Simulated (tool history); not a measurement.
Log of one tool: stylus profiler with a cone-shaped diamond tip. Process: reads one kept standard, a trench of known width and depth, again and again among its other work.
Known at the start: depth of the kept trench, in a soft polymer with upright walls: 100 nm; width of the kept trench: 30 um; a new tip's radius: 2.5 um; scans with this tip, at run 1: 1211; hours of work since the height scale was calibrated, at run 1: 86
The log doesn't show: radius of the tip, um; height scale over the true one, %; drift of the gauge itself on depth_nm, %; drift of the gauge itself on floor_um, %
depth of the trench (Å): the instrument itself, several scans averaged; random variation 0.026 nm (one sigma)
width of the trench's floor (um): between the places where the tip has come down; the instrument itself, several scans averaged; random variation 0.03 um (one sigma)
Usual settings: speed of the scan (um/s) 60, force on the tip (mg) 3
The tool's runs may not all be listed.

run	hour	speed of the scan (um/s)	force on the tip (mg)	scans with this tip	hours of work since the height scale was calibrated	depth of the trench (Å)	width of the trench's floor (um)
1	0	60	3	1211	86	1010.2	28.33
2	44.6	130	3	1531	109	1009.7	28
3	71.4	130	3	1724	123	1008.9	27.98
4	98.5	130	3	1918	137	1009.7	28.01
5	136	130	3	2187	156	1010.1	27.93
6	169.3	130	3	2426	173	1009.8	27.93
7	223.9	130	3	2819	201	1009.8	27.98
8	289.5	27	3	3289	234	1009.8	28.4
9	338.6	27	3	3641	259	1009.9	28.32
10	377.4	46	3	3920	279	1009.3	28.3
11	436.4	22	3	4344	309	1009.4	28.4
12	499.4	22	3	4796	341	1009.2	28.38
13	545.9	60	1.85	5129	365	1006	28.1
14	591.7	60	1.85	5458	389	1006.2	28.12
15	631.3	60	3	5742	409	1008.9	28.19
16	674.7	60	3	6054	431	1009.5	28.17
17	714.6	60	3.71	6340	451	1010.5	28.2
18	761.5	60	3.71	6677	475	1010.4	28.16
19	820.8	60	3.71	7102	506	1011.1	28.17
20	869.6	163	3	7453	531	1008.8	27.68
21	929.1	163	3	7880	561	1009.1	27.68
22	963.3	163	3	8125	578	1008.8	27.67
23	1019.5	171	3	8529	607	1008.5	27.63
24	1073.7	25	1.55	8918	635	1004.6	28.19
25	1138.5	45	6.64	9383	668	1015.4	28.21
26	1168	107	6.4	9595	683	1015.1	27.98
27	1200.7	26	1.38	9829	700	1004.3	28.17
28	1237.9	233	1.67	10097	719	1004.9	26.95
29	1264.7	130	2.66	10289	732	1007.9	27.7
30	1305.2	130	2.66	10580	753	1007	27.72
31	1339.7	130	2.66	10827	771	1007.3	27.71
32	1399.3	130	2.66	11255	801	1007.6	27.7
33	1427.1	142	5.64	11455	815	1013.3	27.73
34	1480.2	60	6.19	11836	843	1014.4	28.05
35	1533.3	154	4.81	12217	870	1011.6	27.76
36	1559.8	165	4.81	12407	883	1011.9	27.68
37	1597.4	228	4.81	12677	902	1011.6	27.46
38	1635.5	207	4.19	12950	922	1011	27.52
39	1684.8	114	3	13304	947	1007.6	27.78
40	1724	114	3	13585	967	1007.9	27.76
41	1780.2	42	1	13989	996	1002.1	27.87
42	1813.1	27	6.03	14225	1013	1013.6	28.13
43	1878.8	194	1.49	14697	1046	1003.6	26.99
44	1916.2	194	1.49	14965	1065	1003.5	27.01
45	1967.5	233	1.57	15333	1092	1003.8	26.89
46	2010.5	38	1.57	15642	1114	1003.3	27.93

Forecast each of these 3 alternatives for the next run:
A	2044.7	124	4.95	15887	1131	?	?
B	2044.7	185	4.09	15887	1131	?	?
C	2044.7	197	3.76	15887	1131	?	?

run	depth of the trench (Å)	width of the trench's floor (um)
A	1010.9	27.86
B	1009.5	27.45
C	1009.1	27.49
Without the tool's hidden state the same runs would have given:
run	depth of the trench (Å)	width of the trench's floor (um)
A	1013.8	28.28
B	1012.3	27.87
C	1011.9	27.91

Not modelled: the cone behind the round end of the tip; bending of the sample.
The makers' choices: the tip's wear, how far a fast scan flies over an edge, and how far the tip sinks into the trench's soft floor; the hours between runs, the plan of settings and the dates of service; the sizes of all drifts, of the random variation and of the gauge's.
